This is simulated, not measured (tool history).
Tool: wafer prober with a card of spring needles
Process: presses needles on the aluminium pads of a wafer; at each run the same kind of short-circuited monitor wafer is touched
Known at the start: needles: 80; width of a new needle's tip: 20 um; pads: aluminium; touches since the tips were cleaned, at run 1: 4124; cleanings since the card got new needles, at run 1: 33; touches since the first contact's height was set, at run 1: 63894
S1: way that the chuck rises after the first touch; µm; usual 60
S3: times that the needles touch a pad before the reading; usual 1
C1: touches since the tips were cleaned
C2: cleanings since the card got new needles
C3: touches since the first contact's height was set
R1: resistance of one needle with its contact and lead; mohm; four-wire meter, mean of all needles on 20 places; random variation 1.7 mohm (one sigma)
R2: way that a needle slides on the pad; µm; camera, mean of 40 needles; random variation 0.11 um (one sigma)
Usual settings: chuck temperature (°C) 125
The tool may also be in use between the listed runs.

Run 1, day 0: usual settings; C1 4124; C2 33; C3 63894. Result: R1 172 mohm, R2 13.14 µm.
At day 0.558: tips cleaned on abrasive film.
Run 2, day 1.233: usual settings; C1 4429; C2 34; C3 71972. Result: R1 173 mohm, R2 12.74 µm.
At day 1.738: tips cleaned on abrasive film.
Run 3, day 2.017: usual settings; C1 1809; C2 35; C3 77071. Result: R1 171 mohm, R2 12.99 µm.
Run 4, day 2.829: usual settings; C1 7146; C2 35; C3 82408. Result: R1 172 mohm, R2 12.98 µm.
At day 2.921: tips cleaned on abrasive film.
Run 5, day 3.462: usual settings; C1 3543; C2 36; C3 86537. Result: R1 173 mohm, R2 12.89 µm.
At day 4.158: tips cleaned on abrasive film.
Run 6, day 4.404: usual settings; C1 1599; C2 37; C3 92692. Result: R1 169 mohm, R2 12.82 µm.
Run 7, day 5.25: usual settings but chuck temperature (°C) 28; C1 7168; C2 37; C3 98261. Result: R1 152 mohm, R2 12.75 µm.
At day 5.329: tips cleaned on abrasive film.
At day 6.5: tips cleaned on abrasive film.
Run 8, day 6.5: usual settings; C1 0; C2 39; C3 106401. Result: R1 173 mohm, R2 12.88 µm.
Run 9, day 7.146: usual settings; C1 4254; C2 39; C3 110655. Result: R1 170 mohm, R2 12.97 µm.
At day 7.683: tips cleaned on abrasive film.
Run 10, day 7.862: usual settings; C1 1181; C2 40; C3 115334. Result: R1 170 mohm, R2 12.87 µm.
Run 11, day 8.762: usual settings but chuck temperature (°C) 113; C1 7087; C2 40; C3 121240. Result: R1 167 mohm, R2 13.04 µm.
At day 8.871: tips cleaned on abrasive film.
Run 12, day 9.367: usual settings but chuck temperature (°C) 113; C1 3246; C2 41; C3 125184. Result: R1 168 mohm, R2 12.82 µm.
At day 10.088: tips cleaned on abrasive film.
Run 13, day 10.242: usual settings but S3 2; C1 1004; C2 42; C3 130897. Result: R1 173 mohm, R2 13.01 µm.
At day 11.25: tips cleaned on abrasive film.
Run 14, day 11.408: usual settings but S3 2; C1 1032; C2 43; C3 138530. Result: R1 171 mohm, R2 13.07 µm.
Run 15, day 11.983: usual settings but S3 2; C1 4809; C2 43; C3 142307. Result: R1 171 mohm, R2 12.92 µm.
At day 12.429: tips cleaned on abrasive film.
Run 16, day 12.792: usual settings but S3 2; C1 2383; C2 44; C3 147592. Result: R1 171 mohm, R2 13.05 µm.
At day 13.588: tips cleaned on abrasive film.
Run 17, day 13.754: usual settings but chuck temperature (°C) 124, S3 2; C1 1101; C2 45; C3 153883. Result: R1 169 mohm, R2 12.93 µm.
Run 18, day 14.6: usual settings but chuck temperature (°C) 56, S3 2; C1 6644; C2 45; C3 159426. Result: R1 160 mohm, R2 12.7 µm.
At day 14.758: tips cleaned on abrasive film.
Run 19, day 15.779: usual settings but S1 40 µm, chuck temperature (°C) 32, S3 3; C1 6702; C2 46; C3 167160. Result: R1 163 mohm, R2 8.5 µm.

Run 20 comes next. What will it give?
At day 15.938: tips cleaned on abrasive film.
Run 20, day 16.921: usual settings but S1 58 µm, chuck temperature (°C) 32, S3 2; C1 6457; C2 47; C3 174627. Result: R1 ?, R2 ?.

Run 20 gave R1 153 mohm, R2 12.54 µm.
Without the tool's hidden state the same run would have given R1 152 mohm, R2 12.54 µm.

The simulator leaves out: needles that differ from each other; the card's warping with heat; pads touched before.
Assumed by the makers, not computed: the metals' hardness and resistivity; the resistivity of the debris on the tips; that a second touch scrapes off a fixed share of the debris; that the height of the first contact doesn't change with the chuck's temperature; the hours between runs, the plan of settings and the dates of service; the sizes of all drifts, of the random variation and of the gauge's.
